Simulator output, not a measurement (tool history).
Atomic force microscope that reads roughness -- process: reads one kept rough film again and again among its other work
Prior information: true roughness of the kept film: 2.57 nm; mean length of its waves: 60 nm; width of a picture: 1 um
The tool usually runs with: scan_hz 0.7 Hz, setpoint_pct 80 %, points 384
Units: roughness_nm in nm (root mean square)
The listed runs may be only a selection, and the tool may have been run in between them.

| run | day | scan_hz | setpoint_pct | points | roughness_nm |
|---|---|---|---|---|---|
| 1 | 0 | 0.7 | 80 | 384 | 2.114 |
|  | 0.242 | new tip fitted |
| 2 | 1.575 | 0.7 | 80 | 384 | 2.261 |
| 3 | 3.712 | 0.7 | 80 | 384 | 2.198 |
|  | 6.229 | new tip fitted |
| 4 | 6.679 | 0.7 | 80 | 384 | 2.288 |
| 5 | 8.096 | 0.7 | 80 | 384 | 2.231 |
| 6 | 10.083 | 0.7 | 80 | 384 | 2.152 |
| 7 | 11.862 | 0.7 | 80 | 384 | 2.106 |
|  | 12.296 | new tip fitted |
| 8 | 15.188 | 0.7 | 84 | 384 | 2.178 |
|  | 18.412 | new tip fitted |
| 9 | 18.412 | 0.7 | 84 | 384 | 2.271 |
| 10 | 21.683 | 0.7 | 80 | 384 | 2.185 |
| 11 | 24.138 | 0.7 | 80 | 384 | 2.095 |
|  | 24.454 | new tip fitted |
| 12 | 26.617 | 0.7 | 80 | 294 | 2.206 |
| 13 | 29.283 | 0.7 | 80 | 683 | 2.118 |
|  | 30.496 | new tip fitted |
| 14 | 30.696 | 0.7 | 65 | 384 | 2.37 |
| 15 | 33.842 | 0.7 | 65 | 384 | 2.232 |
| 16 | 35.796 | 0.7 | 65 | 384 | 2.149 |
|  | 36.412 | new tip fitted |
|  | 38.596 | height scale calibrated on a step standard |
| 17 | 38.596 | 0.7 | 65 | 384 | 2.343 |
| 18 | 41.708 | 0.7 | 80 | 384 | 2.158 |
|  | 42.433 | new tip fitted |
| 19 | 44.596 | 0.7 | 80 | 384 | 2.245 |
| 20 | 47.662 | 0.7 | 80 | 384 | 2.133 |
|  | 48.612 | new tip fitted |
| 21 | 51.033 | 0.7 | 80 | 384 | 2.252 |
| 22 | 53.725 | 0.7 | 80 | 384 | 2.175 |
|  | 54.738 | new tip fitted |
| 23 | 56.408 | 0.7 | 80 | 384 | 2.281 |
| 24 | 58.175 | 1.166 | 72 | 669 | 2.199 |
|  | 60.746 | new tip fitted |
| 25 | 60.988 | 0.7 | 86 | 619 | 2.291 |
| 26 | 63.246 | 0.919 | 86 | 502 | 2.161 |
| 27 | 64.954 | 2.121 | 68 | 581 | 2.116 |
|  | 66.883 | new tip fitted |
| 28 | 67.575 | 0.721 | 65 | 384 | 2.389 |
| 29 | 70.692 | 0.721 | 65 | 384 | 2.261 |
|  | 72.983 | new tip fitted |
| 30 | 73.646 | 0.96 | 65 | 311 | 2.359 |
| 31 | 75.65 | 2.234 | 58 | 318 | 2.262 |
| 32 | 77.767 | 3.074 | 67 | 339 | 2.049 |
|  | 78.908 | new tip fitted |
| 33 | 79.458 | 0.7 | 72 | 366 | 2.357 |
| 34 | 80.912 | 0.7 | 72 | 366 | 2.307 |
| 35 | 83.229 | 3.388 | 69 | 648 | 1.991 |
|  | 85.058 | new tip fitted |
| 36 | 85.679 | 3.388 | 69 | 648 | 2.112 |
| 37 | 88.092 | 3.388 | 69 | 648 | 2.026 |
| 38 | 90.896 | 3.388 | 69 | 527 | 1.942 |
|  | 91.158 | new tip fitted |
| 39 | 93.621 | 1.035 | 69 | 527 | 2.294 |
| 40 | 96.058 | 1.035 | 76 | 527 | 2.138 |
|  | 97.121 | new tip fitted |
| 41 | 97.804 | 1.227 | 80 | 384 | 2.208 |
| 42 | 100.671 | 1.714 | 82 | 910 | 2.018 |
| 43 | 102.612 | 1.045 | 73 | 910 | 2.115 |
|  | 103.083 | new tip fitted |
| 44 | 106.004 | 1.045 | 73 | 910 | 2.214 |

For some of the steps in roughness_nm from one run to the next: how much would appear even if the tool had no hidden state, given the settings, what came in and random variation, and how much remains for the hidden state plus any gauge scatter that the measured result and the result without hidden state don't share?
Hidden conditions of the tool in this case: radius of the tip, nm; height scale over the true one, %; drift of the gauge itself on roughness_nm, %.
Run 1 -> 2: new tip fitted. roughness_nm +0.147 nm (root mean square): hidden state +0.165, all else -0.018.
Run 16 -> 17: new tip fitted, height scale calibrated on a step standard. roughness_nm +0.194 nm (root mean square): hidden state +0.167, all else +0.027.
Run 32 -> 33: scan_hz 3.074 -> 0.7, setpoint_pct 67 -> 72, points 339 -> 366, new tip fitted. roughness_nm +0.308 nm (root mean square): hidden state +0.141, all else +0.167.
Run 34 -> 35: scan_hz 0.7 -> 3.388, setpoint_pct 72 -> 69, points 366 -> 648. roughness_nm -0.316 nm (root mean square): hidden state -0.072, all else -0.244.
Run 38 -> 39: scan_hz 3.388 -> 1.035, new tip fitted. roughness_nm +0.352 nm (root mean square): hidden state +0.105, all else +0.247.
Run 40 -> 41: scan_hz 1.035 -> 1.227, setpoint_pct 76 -> 80, points 527 -> 384, new tip fitted. roughness_nm +0.07 nm (root mean square): hidden state +0.166, all else -0.096.
